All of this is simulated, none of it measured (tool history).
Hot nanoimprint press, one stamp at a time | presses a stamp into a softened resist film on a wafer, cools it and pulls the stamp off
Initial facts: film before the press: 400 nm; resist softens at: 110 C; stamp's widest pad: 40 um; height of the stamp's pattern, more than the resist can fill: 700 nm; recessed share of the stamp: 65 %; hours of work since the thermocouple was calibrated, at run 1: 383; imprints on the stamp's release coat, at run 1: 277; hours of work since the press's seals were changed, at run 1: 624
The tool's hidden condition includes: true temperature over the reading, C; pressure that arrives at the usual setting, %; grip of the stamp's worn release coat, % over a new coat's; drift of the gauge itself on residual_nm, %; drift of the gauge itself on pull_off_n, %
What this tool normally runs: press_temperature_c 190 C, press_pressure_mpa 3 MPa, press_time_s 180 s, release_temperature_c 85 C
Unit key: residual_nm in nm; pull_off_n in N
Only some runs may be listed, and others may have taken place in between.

run	hour	press_temperature_c	press_pressure_mpa	press_time_s	release_temperature_c	hours of work since the thermocouple was calibrated	imprints on the stamp's release coat	hours of work since the press's seals were changed	residual_nm	pull_off_n
1	0	190	3	180	85	383	277	624	186	216
2	65.5	190	3	180	85	419	436	659	184.8	214
# hour 138.7: plate thermocouple calibrated
3	150.5	190	3	180	85	6	635	704	185.7	215
# hour 191.1: stamp cleaned and given a new release coat
4	229.9	183	3	180	85	47	94	745	238.8	214
5	299.1	183	3	180	85	85	262	783	238.9	212
6	362.5	183	3	180	85	119	415	817	237.3	216
7	420	190	3	180	85	151	555	849	187.2	213
# hour 489: stamp cleaned and given a new release coat
8	489	190	3	180	85	186	0	884	187.1	216
9	548.1	192	3	180	85	218	143	916	173.6	214
10	612.6	192	3	180	91	253	299	951	173.3	179
11	658.2	190	3	180	85	278	410	976	187.2	214
12	717	190	3	180	85	311	552	1009	187.7	214
# hour 788.2: stamp cleaned and given a new release coat
13	790	190	3	180	85	347	5	1045	187.5	215
# hour 806.8: press's hydraulic seals changed and the load cell set to zero
14	870.4	190	3	180	85	387	180	35	187.1	213
15	941.2	190	3	180	85	426	352	74	188.9	215
# hour 1004.7: plate thermocouple calibrated
16	1027.1	190	3	180	85	12	552	119	187.6	214
17	1077.9	190	3	180	85	40	676	147	187	215
# hour 1101.3: stamp cleaned and given a new release coat
18	1146.9	190	2.4	180	90	75	110	182	203.9	185
19	1190.9	190	2.4	180	90	99	217	206	205.2	183
20	1262.8	187	2.89	171	85	138	391	245	216.9	215
21	1313.5	187	3.09	106	78	166	514	273	246.2	259
# hour 1399.9: stamp cleaned and given a new release coat
22	1399.9	196	3.78	330	73	210	0	317	104.2	287
23	1453.2	202	2.52	156	79	239	129	346	141	249
24	1523.2	202	2.52	156	79	278	299	385	140.6	255
25	1586	202	2.52	156	79	312	451	419	140.2	251
26	1684.9	202	2.52	156	79	367	691	474	140.2	249
# hour 1703.1: stamp cleaned and given a new release coat
27	1744.8	202	2.52	156	79	396	102	503	141.5	251
28	1791.8	189	3.94	330	91	422	216	529	136	180
29	1831.9	189	3.94	183	91	444	313	551	173.3	175
# hour 1860.6: plate thermocouple calibrated
30	1907.4	181	3	296	85	26	488	591	220.9	215

Below are 3 alternative next runs, each starting from the tool's condition after run 30. Predict each:
A	1947.3	196	3	113	83	48	585	613	?	?
B	1947.3	195	3	265	73	48	585	613	?	?
C	1947.3	190	3	180	75	48	585	613	?	?

run	residual_nm	pull_off_n
A	183.8	231
B	133.1	288
C	187.3	274
The same runs, with their run-to-run variation unchanged, on a tool lacking any hidden condition would have given:
run	residual_nm	pull_off_n
A	180.2	230
B	130.6	287
C	183.7	273
